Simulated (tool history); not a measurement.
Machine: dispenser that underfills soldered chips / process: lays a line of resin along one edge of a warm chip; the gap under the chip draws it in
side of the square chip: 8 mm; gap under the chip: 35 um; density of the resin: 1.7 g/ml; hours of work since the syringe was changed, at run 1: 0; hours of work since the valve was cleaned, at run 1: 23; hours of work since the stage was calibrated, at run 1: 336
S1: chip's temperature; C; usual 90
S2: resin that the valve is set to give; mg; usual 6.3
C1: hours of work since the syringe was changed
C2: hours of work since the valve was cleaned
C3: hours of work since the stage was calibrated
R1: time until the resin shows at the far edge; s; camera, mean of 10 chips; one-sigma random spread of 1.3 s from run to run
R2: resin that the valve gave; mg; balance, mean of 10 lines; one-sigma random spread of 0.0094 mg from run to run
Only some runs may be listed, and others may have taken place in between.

run 1 hour=0 | S1=90 S2=6.3 | C1=0 C2=23 C3=336 | R1=113 R2=6.186
-- hour=9.4 new syringe of resin
run 2 hour=9.9 | S1=90 S2=7.9 | C1=0 C2=30 C3=343 | R1=113.9 R2=7.706
-- hour=18.7 new syringe of resin
run 3 hour=19.8 | S1=90 S2=6.3 | C1=1 C2=37 C3=350 | R1=118.6 R2=6.116
run 4 hour=27.1 | S1=90 S2=6.3 | C1=6 C2=43 C3=356 | R1=176.1 R2=6.091
-- hour=28 new syringe of resin
-- hour=32.6 dispensing valve cleaned and set on the balance
run 5 hour=33.3 | S1=90 S2=6.3 | C1=3 C2=1 C3=359 | R1=138.3 R2=6.314
-- hour=38.6 new syringe of resin
run 6 hour=43.1 | S1=90 S2=6.3 | C1=3 C2=8 C3=367 | R1=145.6 R2=6.272
-- hour=47.9 new syringe of resin
run 7 hour=53.9 | S1=90 S2=6.38 | C1=5 C2=16 C3=374 | R1=153.4 R2=6.298
-- hour=57 new syringe of resin
run 8 hour=64 | S1=85 S2=6.38 | C1=5 C2=23 C3=382 | R1=200.4 R2=6.276
-- hour=66.5 new syringe of resin
run 9 hour=73.8 | S1=90 S2=6.3 | C1=6 C2=30 C3=389 | R1=166.1 R2=6.173
-- hour=76 new syringe of resin
run 10 hour=79.2 | S1=90 S2=6.3 | C1=2 C2=34 C3=393 | R1=133.7 R2=6.146
run 11 hour=84.3 | S1=90 S2=6.3 | C1=6 C2=38 C3=397 | R1=176.7 R2=6.141
-- hour=85.5 new syringe of resin
-- hour=94.8 new syringe of resin
run 12 hour=95.2 | S1=90 S2=5.92 | C1=0 C2=45 C3=404 | R1=118.2 R2=5.731
-- hour=97.1 dispensing valve cleaned and set on the balance
run 13 hour=102.7 | S1=90 S2=5.92 | C1=5 C2=4 C3=409 | R1=160.6 R2=5.881
-- hour=105.5 new syringe of resin
run 14 hour=113 | S1=89 S2=6.3 | C1=6 C2=12 C3=417 | R1=170.1 R2=6.22
-- hour=115 new syringe of resin
run 15 hour=119.4 | S1=88 S2=6.3 | C1=3 C2=16 C3=421 | R1=152.5 R2=6.183
-- hour=124.8 new syringe of resin
run 16 hour=126.2 | S1=88 S2=6.3 | C1=1 C2=21 C3=426 | R1=128.4 R2=6.173
-- hour=134.2 new syringe of resin
run 17 hour=135.7 | S1=97 S2=6.3 | C1=1 C2=28 C3=433 | R1=90.6 R2=6.156
run 18 hour=141.2 | S1=104 S2=6.48 | C1=5 C2=32 C3=437 | R1=88.1 R2=6.308
-- hour=143.6 new syringe of resin
run 19 hour=146.2 | S1=103 S2=8.09 | C1=2 C2=36 C3=441 | R1=71.7 R2=7.852
-- hour=153 new syringe of resin
run 20 hour=156.1 | S1=80 S2=7.33 | C1=2 C2=43 C3=448 | R1=197.6 R2=7.087
-- hour=160.8 dispensing valve cleaned and set on the balance
-- hour=163.5 new syringe of resin
run 21 hour=164 | S1=80 S2=6.25 | C1=0 C2=2 C3=453 | R1=180 R2=6.235
run 22 hour=170.7 | S1=89 S2=5.84 | C1=5 C2=7 C3=458 | R1=169.7 R2=5.817
-- hour=173.1 new syringe of resin
run 23 hour=180.1 | S1=90 S2=6.11 | C1=5 C2=14 C3=465 | R1=156.8 R2=6.053
-- hour=182.3 new syringe of resin
run 24 hour=190.3 | S1=99 S2=7.18 | C1=6 C2=21 C3=472 | R1=110.4 R2=7.094
-- hour=192 new syringe of resin
run 25 hour=196.8 | S1=100 S2=7.78 | C1=4 C2=26 C3=477 | R1=92.7 R2=7.674
-- hour=201.7 new syringe of resin
run 26 hour=204.5 | S1=80 S2=6.64 | C1=2 C2=32 C3=482 | R1=190.9 R2=6.517
-- hour=211 new syringe of resin
run 27 hour=214.6 | S1=76 S2=6.39 | C1=3 C2=39 C3=490 | R1=249 R2=6.23
-- hour=220.4 new syringe of resin
run 28 hour=222 | S1=94 S2=6.19 | C1=1 C2=44 C3=495 | R1=100.4 R2=6.03
-- hour=224.6 dispensing valve cleaned and set on the balance
run 29 hour=227.7 | S1=94 S2=6.19 | C1=5 C2=2 C3=499 | R1=127.6 R2=6.192
-- hour=230.8 new syringe of resin
run 30 hour=232.5 | S1=90 S2=6.37 | C1=1 C2=6 C3=502 | R1=119.7 R2=6.355
-- hour=240.1 new syringe of resin
run 31 hour=242.5 | S1=85 S2=6.23 | C1=2 C2=13 C3=509 | R1=152.1 R2=6.192
run 32 hour=248.4 | S1=82 S2=5.43 | C1=6 C2=17 C3=514 | R1=241.3 R2=5.372
-- hour=249.1 new syringe of resin
run 33 hour=257.2 | S1=96 S2=7.73 | C1=6 C2=24 C3=520 | R1=125.4 R2=7.627
-- hour=258.5 new syringe of resin
run 34 hour=266.3 | S1=96 S2=5.5 | C1=6 C2=30 C3=527 | R1=128.9 R2=5.386

What would each run have given without the hidden state, its run-to-run variation left as it was?
What the log doesn't record here: resin's viscosity, % of fresh resin's; dose that the valve gives, % of what is set; true chip temperature over the reading, C; drift of the gauge itself on fill_s, %; drift of the gauge itself on given_mg, %.
run=1 R1=121.9 R2=6.304
run=2 R1=120.3 R2=7.898
run=3 R1=121 R2=6.302
run=4 R1=124 R2=6.303
run=5 R1=122.6 R2=6.313
run=6 R1=125.8 R2=6.299
run=7 R1=123.3 R2=6.365
run=8 R1=154.3 R2=6.378
run=9 R1=124 R2=6.308
run=10 R1=121.8 R2=6.297
run=11 R1=124.7 R2=6.309
run=12 R1=126.9 R2=5.924
run=13 R1=124.7 R2=5.918
run=14 R1=127.1 R2=6.296
run=15 R1=133.9 R2=6.279
run=16 R1=132.8 R2=6.292
run=17 R1=92.9 R2=6.305
run=18 R1=68 R2=6.48
run=19 R1=70.1 R2=8.087
run=20 R1=188.4 R2=7.338
run=21 R1=191.9 R2=6.234
run=22 R1=128.8 R2=5.834
run=23 R1=123.6 R2=6.098
run=24 R1=83.4 R2=7.183
run=25 R1=81.3 R2=7.797
run=26 R1=188.8 R2=6.646
run=27 R1=230.8 R2=6.388
run=28 R1=102.9 R2=6.208
run=29 R1=103.6 R2=6.183
run=30 R1=124.2 R2=6.362
run=31 R1=151.6 R2=6.233
run=32 R1=179.6 R2=5.426
run=33 R1=94.8 R2=7.74
run=34 R1=98.6 R2=5.493
